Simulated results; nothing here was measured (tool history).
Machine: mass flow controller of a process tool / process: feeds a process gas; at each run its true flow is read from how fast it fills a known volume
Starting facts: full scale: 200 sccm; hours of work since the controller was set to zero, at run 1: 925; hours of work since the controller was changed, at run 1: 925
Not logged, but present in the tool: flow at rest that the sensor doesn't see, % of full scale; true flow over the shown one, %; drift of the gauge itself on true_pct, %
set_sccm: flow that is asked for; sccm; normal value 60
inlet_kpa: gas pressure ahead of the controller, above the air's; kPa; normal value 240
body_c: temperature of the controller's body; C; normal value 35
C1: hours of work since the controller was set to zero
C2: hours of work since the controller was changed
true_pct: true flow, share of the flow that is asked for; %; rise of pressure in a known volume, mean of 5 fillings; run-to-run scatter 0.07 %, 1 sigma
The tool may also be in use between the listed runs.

Run 1, hour 0.0: usual settings; C1 925; C2 925. Result: true_pct 100.04 %.
Run 2, hour 107.7: usual settings; C1 1000; C2 1000. Result: true_pct 100.18 %.
Run 3, hour 272.2: usual settings; C1 1115; C2 1115. Result: true_pct 100.07 %.
Run 4, hour 425.5: usual settings but body_c 27 C; C1 1221; C2 1221. Result: true_pct 99.58 %.
Run 5, hour 608.3: usual settings but set_sccm 21 sccm; C1 1348; C2 1348. Result: true_pct 101.60 %.
Run 6, hour 747.3: usual settings but set_sccm 21 sccm, body_c 37 C; C1 1445; C2 1445. Result: true_pct 101.86 %.
Run 7, hour 832.7: usual settings but set_sccm 27 sccm; C1 1504; C2 1504. Result: true_pct 101.24 %.
Run 8, hour 968.0: usual settings but set_sccm 27 sccm; C1 1598; C2 1598. Result: true_pct 101.61 %.
Run 9, hour 1135.6: usual settings but set_sccm 27 sccm; C1 1715; C2 1715. Result: true_pct 101.66 %.
Run 10, hour 1275.9: usual settings but body_c 21 C; C1 1813; C2 1813. Result: true_pct 99.66 %.
Run 11, hour 1369.7: usual settings but body_c 21 C; C1 1878; C2 1878. Result: true_pct 99.61 %.
Run 12, hour 1544.2: usual settings but body_c 21 C; C1 1999; C2 1999. Result: true_pct 99.66 %.
Run 13, hour 1641.9: usual settings but body_c 21 C; C1 2067; C2 2067. Result: true_pct 99.90 %.
Run 14, hour 1796.9: usual settings but body_c 21 C; C1 2175; C2 2175. Result: true_pct 99.97 %.
Run 15, hour 1917.0: usual settings; C1 2258; C2 2258. Result: true_pct 101.10 %.
Run 16, hour 2102.7: usual settings; C1 2388; C2 2388. Result: true_pct 101.26 %.
Run 17, hour 2293.8: usual settings but body_c 36 C; C1 2520; C2 2520. Result: true_pct 101.45 %.
Run 18, hour 2470.6: usual settings but body_c 28 C; C1 2643; C2 2643. Result: true_pct 101.02 %.
Run 19, hour 2572.4: usual settings but body_c 28 C; C1 2714; C2 2714. Result: true_pct 100.95 %.
Run 20, hour 2735.0: usual settings but body_c 23 C; C1 2827; C2 2827. Result: true_pct 100.72 %.
Run 21, hour 2887.6: usual settings but body_c 23 C; C1 2933; C2 2933. Result: true_pct 100.90 %.
At hour 2903.2: controller's zero set anew.
Run 22, hour 3060.9: usual settings but body_c 23 C; C1 110; C2 3054. Result: true_pct 101.77 %.
Run 23, hour 3150.9: usual settings but body_c 23 C; C1 172; C2 3116. Result: true_pct 101.90 %.
Run 24, hour 3324.3: usual settings but body_c 23 C; C1 293; C2 3237. Result: true_pct 101.89 %.
Run 25, hour 3453.1: usual settings but inlet_kpa 164 kPa, body_c 32 C; C1 382; C2 3326. Result: true_pct 102.33 %.
Run 26, hour 3537.7: usual settings but set_sccm 22 sccm, inlet_kpa 157 kPa, body_c 23 C; C1 441; C2 3385. Result: true_pct 106.43 %.
At hour 3552.6: controller's zero set anew, once more.
Run 27, hour 3650.9: usual settings but set_sccm 22 sccm, inlet_kpa 157 kPa, body_c 23 C; C1 68; C2 3464. Result: true_pct 98.04 %.
Run 28, hour 3835.3: usual settings but set_sccm 34 sccm, inlet_kpa 244 kPa, body_c 23 C; C1 197; C2 3592. Result: true_pct 98.87 %.
Run 29, hour 3961.3: usual settings but set_sccm 53 sccm; C1 284; C2 3679. Result: true_pct 100.31 %.

Run 30 comes next. What will it give?
Run 30, hour 4078.2: usual settings but inlet_kpa 164 kPa, body_c 39 C; C1 366; C2 3761. Result: true_pct ?.

Run 30 gave true_pct 100.29 %.
Minus the tool's unlogged condition, the same run would have read true_pct 98.76 %.
